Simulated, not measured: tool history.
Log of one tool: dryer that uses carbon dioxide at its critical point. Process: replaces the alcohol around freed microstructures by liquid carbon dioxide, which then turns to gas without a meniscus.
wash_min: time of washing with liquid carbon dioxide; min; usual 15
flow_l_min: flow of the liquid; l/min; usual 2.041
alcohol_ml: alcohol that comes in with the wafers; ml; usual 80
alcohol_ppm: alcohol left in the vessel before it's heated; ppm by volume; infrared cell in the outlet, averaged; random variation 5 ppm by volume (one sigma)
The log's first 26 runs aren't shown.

run,day,wash_min,flow_l_min,alcohol_ml,hours of work since the filter was changed,hours of work since the purifier's bed was changed,alcohol_ppm
27,19.467,13,1.940,22,104,359,57
28,20.488,13,1.940,22,112,367,44
29,21.338,16,2.120,107,118,373,37
30,21.983,16,2.120,107,123,378,43
31,22.958,17,3.270,80,131,385,43
32,23.683,17,3.270,80,136,391,46
33,24.271,17,2.041,44,141,395,47
34,25.233,17,2.041,44,148,403,35
35,26.283,17,2.110,59,156,411,38
36,27.029,15,1.530,31,161,416,77
37,27.871,13,2.050,91,168,423,80
38,28.871,15,3.420,41,175,430,41
39,29.892,24,1.670,68,183,438,45
40,30.425,24,1.670,109,187,442,36
41,31.425,15,2.380,80,195,450,48
42,32.212,15,2.380,80,201,456,46
43,32.804,15,2.380,80,205,460,50
44,33.379,15,2.380,80,210,464,50
45,34.383,15,2.380,97,217,472,54
46,34.888,15,2.380,97,221,476,51
47,35.379,15,2.070,20,225,480,44

Forecast each of these 3 alternatives for the next run:
A,36.133,15,2.070,99,231,485,?
B,36.133,17,1.760,80,231,485,?
C,36.133,21,1.370,93,231,485,?

run,alcohol_ppm
A,70
B,72
C,88
Without the tool's hidden state the same runs would have given:
run,alcohol_ppm
A,20
B,21
C,32
